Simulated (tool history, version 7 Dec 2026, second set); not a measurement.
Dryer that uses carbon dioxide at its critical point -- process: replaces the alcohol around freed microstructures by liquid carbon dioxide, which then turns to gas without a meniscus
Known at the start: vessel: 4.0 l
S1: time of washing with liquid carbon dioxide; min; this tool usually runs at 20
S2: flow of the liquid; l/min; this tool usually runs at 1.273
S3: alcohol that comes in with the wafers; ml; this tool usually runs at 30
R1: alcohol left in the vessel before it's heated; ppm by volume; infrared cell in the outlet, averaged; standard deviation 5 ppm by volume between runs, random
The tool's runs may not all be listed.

run   hour  S1     S2   S3   R1
  1      0  20  1.273   30   41
  2   11.9  20  1.273   62   56
  3   25.9  20  1.273   62   58
  4   38.6  20  1.273   48   43
  5   52.3  20  1.273   48   49
  6   63.3  20  1.273   48   43
  7   77.4  20  1.273   48   45
  8   92.6  20  1.273   30   39
  9   99.3  17  1.273   30   67
 10  111.6  17  1.273   73  137
 11  122.1  17  1.273   95  177
 12  134.9  17  1.273   95  170
 13  143.7  17  1.273   95  181
 14  156.5  20  1.273   81   79
 15  165.8  20  1.273   81   78
 16  180.7  20  1.273   81   82
 17  188.2  20  1.273   30   50
 18  201.7  20  1.273   30   45
 19  213.2  20   1.01   30   92
 20  223.2  20   1.01   30  100
 21  238.3  20   1.01   30   98
 22  245.7  20   1.67   30   32
 23  255.5  20  1.273   30   52
 24  263.8  20  1.273   30   52
 25  271.3  26   1.61   53   30
     285.6  -- inlet filter changed
 26  286.7  26   1.92   41   33
 27  299.4  20  1.273   70   67
 28    307  20  1.273   70   68
 29  316.3  20  1.273   70   54
 30  324.3  24  1.273   99   47
 31    331  20   0.81  109  550
 32  346.6  20   0.81  109  579
 33  359.3  16   0.81   69  775
 34  371.2  16   0.81   69  809
 35  386.8  14   0.78   23  456
 36  395.3  24   0.78   58  204
 37  406.2  20   0.95   94  297
 38  421.2  26  1.273   39   28
 39    430  26  1.273   39   37
 40    439  24   1.11   30   36
 41  446.3  23    1.4   30   40
 42  461.3  23    1.4   30   49
 43  476.4  20   1.95   75   38
 44  484.3  20   1.95   75   37
 45  492.7  15   0.94   67  635
 46    501  24   1.42   85   47

Here are 3 independent what-if runs from the current tool condition. What would each one return?
  A  510.6  17  0.95  30   ?
  B  510.6  25  0.77  40   ?
  C  510.6  16  0.98  30   ?

run   R1
  A  215
  B  148
  C  232
The same runs, with their run-to-run variation unchanged, on a tool lacking any hidden condition would have given:
run   R1
  A  158
  B   96
  C  173

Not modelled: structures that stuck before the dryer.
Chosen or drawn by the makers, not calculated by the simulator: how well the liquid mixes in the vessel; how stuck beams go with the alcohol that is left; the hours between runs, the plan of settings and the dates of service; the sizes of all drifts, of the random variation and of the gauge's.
